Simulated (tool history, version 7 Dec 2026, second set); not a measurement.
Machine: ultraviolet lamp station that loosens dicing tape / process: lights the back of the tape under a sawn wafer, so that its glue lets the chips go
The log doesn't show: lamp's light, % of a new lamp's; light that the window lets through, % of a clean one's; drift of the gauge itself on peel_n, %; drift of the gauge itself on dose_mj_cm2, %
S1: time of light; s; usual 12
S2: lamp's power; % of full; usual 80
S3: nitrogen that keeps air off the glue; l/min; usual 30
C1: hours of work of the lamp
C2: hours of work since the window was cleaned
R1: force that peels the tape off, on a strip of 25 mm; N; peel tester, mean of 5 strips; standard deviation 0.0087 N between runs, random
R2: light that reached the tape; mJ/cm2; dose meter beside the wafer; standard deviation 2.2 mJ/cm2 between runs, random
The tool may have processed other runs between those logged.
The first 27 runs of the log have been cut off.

Run 28, hour 393.9: usual settings but S3 11 l/min; C1 675; C2 154. Result: R1 0.736 N, R2 200 mJ/cm2.
Run 29, hour 414.6: usual settings but S2 91 % of full, S3 58 l/min; C1 687; C2 166. Result: R1 0.178 N, R2 227 mJ/cm2.
Run 30, hour 423.5: usual settings but S2 68 % of full, S3 58 l/min; C1 692; C2 171. Result: R1 0.315 N, R2 165 mJ/cm2.
Run 31, hour 437.1: usual settings but S2 68 % of full, S3 58 l/min; C1 700; C2 179. Result: R1 0.299 N, R2 169 mJ/cm2.
Run 32, hour 452.0: usual settings but S1 14 s, S2 86 % of full, S3 51 l/min; C1 708; C2 187. Result: R1 0.173 N, R2 250 mJ/cm2.
Run 33, hour 460.7: usual settings but S1 14 s, S2 86 % of full, S3 51 l/min; C1 713; C2 192. Result: R1 0.176 N, R2 248 mJ/cm2.
Run 34, hour 473.5: usual settings but S1 20 s, S2 70 % of full, S3 13 l/min; C1 721; C2 199. Result: R1 0.348 N, R2 289 mJ/cm2.
Run 35, hour 491.7: usual settings but S1 13 s, S2 60 % of full, S3 24 l/min; C1 731; C2 210. Result: R1 0.568 N, R2 159 mJ/cm2.
Run 36, hour 507.2: usual settings but S3 14 l/min; C1 740; C2 219. Result: R1 0.626 N, R2 199 mJ/cm2.
Run 37, hour 517.7: usual settings but S1 17 s, S2 61 % of full, S3 31 l/min; C1 746; C2 225. Result: R1 0.291 N, R2 216 mJ/cm2.
Run 38, hour 526.9: usual settings but S1 16 s, S2 77 % of full; C1 751; C2 230. Result: R1 0.225 N, R2 253 mJ/cm2.
Run 39, hour 541.9: usual settings but S1 8 s, S2 73 % of full, S3 32 l/min; C1 760; C2 238. Result: R1 0.745 N, R2 120 mJ/cm2.
Run 40, hour 562.6: usual settings but S1 18 s, S2 64 % of full, S3 32 l/min; C1 771; C2 250. Result: R1 0.256 N, R2 239 mJ/cm2.
Run 41, hour 576.2: usual settings but S1 11 s, S2 94 % of full, S3 32 l/min; C1 779; C2 258. Result: R1 0.308 N, R2 215 mJ/cm2.
Run 42, hour 585.0: usual settings but S1 7 s, S2 94 % of full, S3 48 l/min; C1 784; C2 263. Result: R1 0.496 N, R2 136 mJ/cm2.
At hour 589.0: window cleaned of glue's vapour.
Run 43, hour 598.9: usual settings but S1 6 s, S3 10 l/min; C1 792; C2 6. Result: R1 1.498 N, R2 95 mJ/cm2.

Consider 4 possible next runs. They are alternatives, not a sequence: every one starts from the tool as it was left by run 43. What does each give?
Run A, hour 617.8: usual settings but S1 22 s, S2 87 % of full, S3 25 l/min; C1 802; C2 16. Result: R1 ?, R2 ?.
Run B, hour 617.8: usual settings but S1 15 s, S3 47 l/min; C1 802; C2 16. Result: R1 ?, R2 ?.
Run C, hour 617.8: usual settings but S3 20 l/min; C1 802; C2 16. Result: R1 ?, R2 ?.
Run D, hour 617.8: usual settings but S1 10 s, S2 75 % of full; C1 802; C2 16. Result: R1 ?, R2 ?.

run     R1   R2
  A  0.143  398
  B  0.176  252
  C  0.477  197
  D  0.560  159
What these runs would have given with no unlogged condition in the tool:
run     R1   R2
  A  0.142  400
  B  0.175  253
  C  0.474  198
  D  0.557  160

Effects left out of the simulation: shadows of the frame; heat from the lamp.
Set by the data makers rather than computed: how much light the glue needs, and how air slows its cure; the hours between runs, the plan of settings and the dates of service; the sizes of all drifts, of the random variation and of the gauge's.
